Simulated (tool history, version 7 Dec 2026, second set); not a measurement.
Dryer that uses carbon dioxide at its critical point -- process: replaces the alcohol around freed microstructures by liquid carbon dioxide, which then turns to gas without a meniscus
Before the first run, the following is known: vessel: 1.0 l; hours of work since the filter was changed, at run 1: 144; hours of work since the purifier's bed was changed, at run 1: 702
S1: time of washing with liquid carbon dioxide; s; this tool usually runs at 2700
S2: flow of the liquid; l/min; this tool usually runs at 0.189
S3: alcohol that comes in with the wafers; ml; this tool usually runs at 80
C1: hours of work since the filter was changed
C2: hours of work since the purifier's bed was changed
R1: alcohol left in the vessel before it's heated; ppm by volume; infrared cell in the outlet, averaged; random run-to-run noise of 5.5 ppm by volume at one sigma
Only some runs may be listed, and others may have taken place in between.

Run 1, day 0: usual settings; C1 144; C2 702. Result: R1 408 ppm by volume.
Run 2, day 2.562: usual settings; C1 182; C2 740. Result: R1 465 ppm by volume.
At day 3.925: inlet filter changed.
Run 3, day 4.629: usual settings but S1 3060 s; C1 10; C2 770. Result: R1 205 ppm by volume.
Run 4, day 5.862: usual settings but S1 3060 s; C1 29; C2 788. Result: R1 213 ppm by volume.
Run 5, day 8.412: usual settings but S1 3060 s; C1 66; C2 826. Result: R1 240 ppm by volume.
Run 6, day 10.046: usual settings but S1 3060 s; C1 90; C2 850. Result: R1 248 ppm by volume.
Run 7, day 12.254: usual settings but S3 65 ml; C1 123; C2 882. Result: R1 372 ppm by volume.
At day 13.575: purifier's bed changed.
Run 8, day 13.575: usual settings but S3 65 ml; C1 140; C2 0. Result: R1 233 ppm by volume.
Run 9, day 15.362: usual settings; C1 167; C2 26. Result: R1 346 ppm by volume.
Run 10, day 17.379: usual settings but S2 0.271 l/min; C1 196; C2 56. Result: R1 42 ppm by volume.
At day 17.696: inlet filter changed.
Run 11, day 19.754: usual settings but S1 3300 s, S2 0.268 l/min, S3 36 ml; C1 30; C2 90. Result: R1 25 ppm by volume.
Run 12, day 21.908: usual settings but S1 3720 s, S2 0.213 l/min, S3 52 ml; C1 62; C2 122. Result: R1 27 ppm by volume.
Run 13, day 23.254: usual settings but S1 3720 s, S2 0.213 l/min, S3 52 ml; C1 82; C2 142. Result: R1 36 ppm by volume.
Run 14, day 25.008: usual settings but S1 3720 s, S2 0.213 l/min, S3 52 ml; C1 108; C2 168. Result: R1 36 ppm by volume.
Run 15, day 26.429: usual settings but S2 0.197 l/min; C1 129; C2 189. Result: R1 244 ppm by volume.
Run 16, day 27.846: usual settings but S2 0.197 l/min; C1 150; C2 210. Result: R1 276 ppm by volume.
Run 17, day 29.646: usual settings but S2 0.134 l/min, S3 24 ml; C1 176; C2 236. Result: R1 553 ppm by volume.
At day 31.317: inlet filter changed.
Run 18, day 31.371: usual settings but S1 1800 s, S2 0.209 l/min, S3 100 ml; C1 1; C2 261. Result: R1 1022 ppm by volume.

5 options for the next run, each taken on its own from the tool as it stands now. Forecast them:
Run A, day 32.438: usual settings but S3 22 ml; C1 17; C2 277. Result: R1 ?.
Run B, day 32.438: usual settings but S1 3900 s, S2 0.132 l/min, S3 61 ml; C1 17; C2 277. Result: R1 ?.
Run C, day 32.438: usual settings but S1 3000 s, S3 82 ml; C1 17; C2 277. Result: R1 ?.
Run D, day 32.438: usual settings but S1 1800 s, S2 0.197 l/min, S3 100 ml; C1 17; C2 277. Result: R1 ?.
Run E, day 32.438: usual settings but S1 1800 s, S2 0.209 l/min, S3 75 ml; C1 17; C2 277. Result: R1 ?.

run    R1
  A    92
  B   181
  C   140
  D  1403
  E   805
Had the tool no hidden state, the same runs would have come out as:
run    R1
  A    41
  B   121
  C    84
  D  1270
  E   707
